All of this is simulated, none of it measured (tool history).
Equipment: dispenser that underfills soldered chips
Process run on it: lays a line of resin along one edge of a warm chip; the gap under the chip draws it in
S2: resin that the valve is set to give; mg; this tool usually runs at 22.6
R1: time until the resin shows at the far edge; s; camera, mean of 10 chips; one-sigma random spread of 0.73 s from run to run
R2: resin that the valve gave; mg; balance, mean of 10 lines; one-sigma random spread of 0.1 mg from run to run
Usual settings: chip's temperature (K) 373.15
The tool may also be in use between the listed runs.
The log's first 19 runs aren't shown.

run 20 hour=152.2 | chip's_temperature_(K)=373.15 S2=27.9 | R1=100.2 R2=25.82
-- hour=158.5 new syringe of resin
run 21 hour=164.2 | chip's_temperature_(K)=373.15 S2=27.9 | R1=79.5 R2=25.73
-- hour=174.9 new syringe of resin
run 22 hour=176.0 | chip's_temperature_(K)=371.15 S2=20.9 | R1=71.9 R2=19.02
run 23 hour=187.1 | chip's_temperature_(K)=387.15 S2=26.2 | R1=66.0 R2=23.86
-- hour=191.3 new syringe of resin
run 24 hour=192.6 | chip's_temperature_(K)=369.15 S2=23.3 | R1=77.3 R2=21.15
run 25 hour=197.4 | chip's_temperature_(K)=369.15 S2=23.3 | R1=98.0 R2=20.90
run 26 hour=202.2 | chip's_temperature_(K)=382.15 S2=22.6 | R1=78.1 R2=20.52
-- hour=206.7 dispensing valve cleaned and set on the balance
-- hour=208.7 new syringe of resin
run 27 hour=212.7 | chip's_temperature_(K)=362.15 S2=29.1 | R1=112.2 R2=29.09
run 28 hour=223.8 | chip's_temperature_(K)=360.15 S2=23.0 | R1=212.0 R2=22.94
-- hour=225.4 new syringe of resin
run 29 hour=232.4 | chip's_temperature_(K)=363.15 S2=23.0 | R1=125.1 R2=22.85
run 30 hour=237.7 | chip's_temperature_(K)=369.15 S2=25.4 | R1=127.3 R2=25.24
-- hour=241.8 new syringe of resin
run 31 hour=248.1 | chip's_temperature_(K)=369.15 S2=25.4 | R1=98.2 R2=24.94
-- hour=258.1 new syringe of resin
run 32 hour=258.1 | chip's_temperature_(K)=373.15 S2=19.8 | R1=62.2 R2=19.31
run 33 hour=265.4 | chip's_temperature_(K)=383.15 S2=26.0 | R1=57.6 R2=25.51
run 34 hour=272.7 | chip's_temperature_(K)=387.15 S2=22.6 | R1=72.9 R2=21.93
-- hour=274.6 new syringe of resin
run 35 hour=282.2 | chip's_temperature_(K)=377.15 S2=24.6 | R1=73.3 R2=23.81

Here are 3 independent what-if runs from the current tool condition. What would each one return?
-- hour=291.1 new syringe of resin
run A hour=291.1 | chip's_temperature_(K)=371.15 S2=22.2 | R1=? R2=?
-- hour=291.1 new syringe of resin
run B hour=291.1 | chip's_temperature_(K)=377.15 S2=19.5 | R1=? R2=?
-- hour=291.1 new syringe of resin
run C hour=291.1 | chip's_temperature_(K)=360.15 S2=29.3 | R1=? R2=?

run=A R1=66.6 R2=21.31
run=B R1=54.1 R2=18.75
run=C R1=99.8 R2=27.91
The same runs, with their run-to-run variation unchanged, on a tool lacking any hidden condition would have given:
run=A R1=73.1 R2=22.13
run=B R1=58.9 R2=19.47
run=C R1=111.1 R2=28.97

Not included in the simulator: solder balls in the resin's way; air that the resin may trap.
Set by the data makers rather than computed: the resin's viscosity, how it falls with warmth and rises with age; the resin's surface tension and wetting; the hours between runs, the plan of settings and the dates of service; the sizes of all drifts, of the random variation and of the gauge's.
